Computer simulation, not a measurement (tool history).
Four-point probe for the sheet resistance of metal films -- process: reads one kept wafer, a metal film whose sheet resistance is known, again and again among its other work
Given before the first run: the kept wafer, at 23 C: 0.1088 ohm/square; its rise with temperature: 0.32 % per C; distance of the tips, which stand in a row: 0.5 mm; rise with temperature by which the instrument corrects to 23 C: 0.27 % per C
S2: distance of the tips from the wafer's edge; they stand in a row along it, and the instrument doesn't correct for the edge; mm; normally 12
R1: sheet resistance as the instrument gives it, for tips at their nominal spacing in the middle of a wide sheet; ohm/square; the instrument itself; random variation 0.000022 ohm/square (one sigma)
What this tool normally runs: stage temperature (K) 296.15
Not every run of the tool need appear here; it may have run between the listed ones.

run 1 hour=0.0 | stage_temperature_(K)=296.15 S2=12 | R1=0.108865
run 2 hour=45.1 | stage_temperature_(K)=296.15 S2=12 | R1=0.108865
run 3 hour=71.4 | stage_temperature_(K)=296.15 S2=12 | R1=0.108925
run 4 hour=123.8 | stage_temperature_(K)=296.15 S2=12 | R1=0.108895
run 5 hour=150.0 | stage_temperature_(K)=296.15 S2=12 | R1=0.108883
run 6 hour=176.4 | stage_temperature_(K)=296.15 S2=12 | R1=0.108885
run 7 hour=213.4 | stage_temperature_(K)=296.15 S2=12 | R1=0.108891
run 8 hour=266.6 | stage_temperature_(K)=296.15 S2=12 | R1=0.108878
run 9 hour=289.1 | stage_temperature_(K)=292.15 S2=38 | R1=0.108591
run 10 hour=321.3 | stage_temperature_(K)=301.15 S2=23 | R1=0.109089
run 11 hour=364.8 | stage_temperature_(K)=301.15 S2=23 | R1=0.109048
run 12 hour=411.1 | stage_temperature_(K)=306.15 S2=23 | R1=0.109289
run 13 hour=450.5 | stage_temperature_(K)=308.15 S2=64 | R1=0.109434
run 14 hour=488.8 | stage_temperature_(K)=308.15 S2=4 | R1=0.110338
run 15 hour=512.9 | stage_temperature_(K)=296.15 S2=5 | R1=0.109375

Below are 5 alternative next runs, each starting from the tool's condition after run 15. Predict each:
run A hour=562.4 | stage_temperature_(K)=299.15 S2=16 | R1=?
run B hour=562.4 | stage_temperature_(K)=308.15 S2=9 | R1=?
run C hour=562.4 | stage_temperature_(K)=306.15 S2=5 | R1=?
run D hour=562.4 | stage_temperature_(K)=296.15 S2=24 | R1=?
run E hour=562.4 | stage_temperature_(K)=296.15 S2=5 | R1=?

run=A R1=0.108991
run=B R1=0.109576
run=C R1=0.109880
run=D R1=0.108789
run=E R1=0.109337
Without the tool's hidden state the same runs would have given:
run=A R1=0.109001
run=B R1=0.109586
run=C R1=0.109891
run=D R1=0.108799
run=E R1=0.109348
